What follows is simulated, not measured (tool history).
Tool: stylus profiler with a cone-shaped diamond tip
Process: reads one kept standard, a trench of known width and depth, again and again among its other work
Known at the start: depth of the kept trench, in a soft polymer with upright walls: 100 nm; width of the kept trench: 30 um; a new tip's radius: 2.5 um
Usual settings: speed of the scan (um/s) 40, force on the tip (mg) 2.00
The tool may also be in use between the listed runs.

run	day	speed of the scan (um/s)	force on the tip (mg)	depth of the trench (Å)	width of the trench's floor (µm)
1	0.000	40	2.00	1012.1	28.34
2	0.667	40	3.95	1019.4	28.38
3	1.538	40	3.95	1019.7	28.34
4	2.162	40	3.95	1019.5	28.36
5	2.525	40	3.95	1019.8	28.38
6	3.338	40	3.95	1019.7	28.34
7	4.204	40	3.72	1019.8	28.31
8	5.079	40	3.72	1019.0	28.37
9	5.871	40	3.72	1018.4	28.31
10	6.350	40	3.72	1019.3	28.42
11	6.850	40	3.72	1019.1	28.37
12	7.392	40	1.19	1008.6	28.26
13	8.267	40	2.00	1012.5	28.28
14	9.150	40	2.00	1012.4	28.30
15	9.608	40	2.00	1011.9	28.25
16	10.046	40	2.00	1011.6	28.33
17	10.842	66	1.02	1006.9	28.03
18	11.304	66	1.02	1007.4	28.03
19	12.033	66	1.02	1006.6	28.02
20	12.912	37	1.37	1007.9	28.24
21	13.554	124	1.19	1007.2	27.71
22	13.929	124	1.19	1006.6	27.75
23	14.542	124	1.19	1007.9	27.72
24	15.050	124	1.19	1007.4	27.78
25	15.933	97	1.25	1008.4	27.93
26	16.408	97	1.25	1007.3	27.96
27	16.983	15	2.75	1016.1	28.43
28	17.446	15	2.75	1014.7	28.43

Measured less the same run without the tool's hidden state. The same run-to-run variation is in both; the gauge's scatter may not be:
The hidden state here: radius of the tip, um; height scale over the true one, %; drift of the gauge itself on depth_nm, %; drift of the gauge itself on floor_um, %.
run	depth of the trench (Å)	width of the trench's floor (µm)
1	-1.1	-0.09
2	-1.1	-0.10
3	-1.2	-0.10
4	-1.2	-0.10
5	-1.3	-0.11
6	-1.2	-0.11
7	-1.3	-0.11
8	-1.3	-0.11
9	-1.3	-0.11
10	-1.4	-0.11
11	-1.5	-0.12
12	-1.4	-0.12
13	-1.4	-0.12
14	-1.5	-0.12
15	-1.5	-0.13
16	-1.5	-0.13
17	-1.6	-0.13
18	-1.6	-0.13
19	-1.6	-0.13
20	-1.7	-0.14
21	-1.7	-0.14
22	-1.8	-0.14
23	-1.7	-0.15
24	-1.8	-0.15
25	-1.8	-0.15
26	-1.8	-0.15
27	-1.9	-0.15
28	-1.9	-0.15
